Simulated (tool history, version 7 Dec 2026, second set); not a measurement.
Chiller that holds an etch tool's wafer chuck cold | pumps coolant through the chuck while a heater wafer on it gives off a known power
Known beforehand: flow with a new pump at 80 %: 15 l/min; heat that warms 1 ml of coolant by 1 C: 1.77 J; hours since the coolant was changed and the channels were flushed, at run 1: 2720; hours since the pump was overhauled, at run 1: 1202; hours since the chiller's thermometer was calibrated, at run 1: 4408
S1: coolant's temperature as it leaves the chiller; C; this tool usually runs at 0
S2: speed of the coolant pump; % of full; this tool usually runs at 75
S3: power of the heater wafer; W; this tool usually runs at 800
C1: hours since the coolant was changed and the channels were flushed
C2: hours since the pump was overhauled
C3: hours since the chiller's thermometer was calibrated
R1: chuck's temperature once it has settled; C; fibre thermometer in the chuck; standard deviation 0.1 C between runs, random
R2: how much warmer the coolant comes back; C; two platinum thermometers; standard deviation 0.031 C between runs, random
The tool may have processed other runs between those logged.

run 1 hour=0.0 | S1=0 S2=75 S3=800 | C1=2720 C2=1202 C3=4408 | R1=10.1 R2=1.92
-- hour=89.1 chiller's thermometer calibrated
run 2 hour=92.9 | S1=0 S2=75 S3=800 | C1=2812 C2=1294 C3=4 | R1=9.9 R2=1.98
run 3 hour=168.4 | S1=0 S2=78 S3=800 | C1=2888 C2=1369 C3=79 | R1=9.7 R2=1.86
run 4 hour=236.6 | S1=0 S2=78 S3=800 | C1=2956 C2=1438 C3=147 | R1=9.7 R2=1.90
run 5 hour=338.6 | S1=0 S2=75 S3=800 | C1=3058 C2=1540 C3=249 | R1=9.8 R2=1.98
run 6 hour=408.2 | S1=-9 S2=75 S3=800 | C1=3127 C2=1609 C3=319 | R1=1.1 R2=2.02
run 7 hour=533.2 | S1=-9 S2=75 S3=800 | C1=3252 C2=1734 C3=444 | R1=1.0 R2=1.97
run 8 hour=603.9 | S1=-9 S2=75 S3=800 | C1=3323 C2=1805 C3=515 | R1=1.2 R2=2.03
run 9 hour=657.1 | S1=-9 S2=75 S3=800 | C1=3376 C2=1858 C3=568 | R1=1.2 R2=2.01
run 10 hour=713.6 | S1=-9 S2=75 S3=800 | C1=3433 C2=1915 C3=624 | R1=1.1 R2=2.01
run 11 hour=824.2 | S1=-9 S2=75 S3=800 | C1=3543 C2=2025 C3=735 | R1=1.3 R2=2.04
run 12 hour=935.5 | S1=-9 S2=75 S3=800 | C1=3655 C2=2136 C3=846 | R1=1.2 R2=2.03
run 13 hour=998.2 | S1=-9 S2=75 S3=800 | C1=3717 C2=2199 C3=909 | R1=1.3 R2=1.93
run 14 hour=1098.2 | S1=-9 S2=75 S3=800 | C1=3817 C2=2299 C3=1009 | R1=1.4 R2=2.00
run 15 hour=1189.7 | S1=8 S2=70 S3=900 | C1=3909 C2=2391 C3=1101 | R1=20.1 R2=2.45
run 16 hour=1263.4 | S1=0 S2=75 S3=1173 | C1=3983 C2=2464 C3=1174 | R1=15.2 R2=2.93
run 17 hour=1324.9 | S1=0 S2=75 S3=1173 | C1=4044 C2=2526 C3=1236 | R1=15.1 R2=2.96
run 18 hour=1377.3 | S1=0 S2=75 S3=1173 | C1=4096 C2=2578 C3=1288 | R1=15.3 R2=2.87
run 19 hour=1500.1 | S1=3 S2=75 S3=983 | C1=4219 C2=2701 C3=1411 | R1=15.8 R2=2.49
run 20 hour=1559.9 | S1=3 S2=75 S3=983 | C1=4279 C2=2761 C3=1471 | R1=16.1 R2=2.50
run 21 hour=1620.9 | S1=5 S2=66 S3=800 | C1=4340 C2=2822 C3=1532 | R1=16.3 R2=2.29
run 22 hour=1730.7 | S1=-3 S2=63 S3=514 | C1=4450 C2=2932 C3=1642 | R1=4.4 R2=1.60
run 23 hour=1813.8 | S1=0 S2=73 S3=800 | C1=4533 C2=3015 C3=1725 | R1=10.8 R2=2.07
run 24 hour=1907.8 | S1=0 S2=73 S3=800 | C1=4627 C2=3109 C3=1819 | R1=10.8 R2=2.08
run 25 hour=2005.3 | S1=-5 S2=75 S3=913 | C1=4725 C2=3206 C3=1916 | R1=7.3 R2=2.32
run 26 hour=2123.2 | S1=-7 S2=72 S3=1031 | C1=4842 C2=3324 C3=2034 | R1=7.2 R2=2.75
run 27 hour=2215.2 | S1=-8 S2=75 S3=800 | C1=4934 C2=3416 C3=2126 | R1=2.8 R2=2.08

Each row is a separate what-if for the run after 27, all from the same tool condition, not one after another. Results?
run A hour=2336.6 | S1=-3 S2=75 S3=639 | C1=5056 C2=3538 C3=2247 | R1=? R2=?
run B hour=2336.6 | S1=-8 S2=75 S3=490 | C1=5056 C2=3538 C3=2247 | R1=? R2=?
run C hour=2336.6 | S1=-2 S2=83 S3=433 | C1=5056 C2=3538 C3=2247 | R1=? R2=?
run D hour=2336.6 | S1=-10 S2=98 S3=1095 | C1=5056 C2=3538 C3=2247 | R1=? R2=?

run=A R1=5.8 R2=1.64
run=B R1=-1.2 R2=1.30
run=C R1=3.8 R2=0.92
run=D R1=2.9 R2=2.15
Stripped of hidden state, with their random variation kept, the same runs would have yielded:
run=A R1=4.1 R2=1.55
run=B R1=-2.5 R2=1.23
run=C R1=2.7 R2=0.87
run=D R1=0.6 R2=2.03
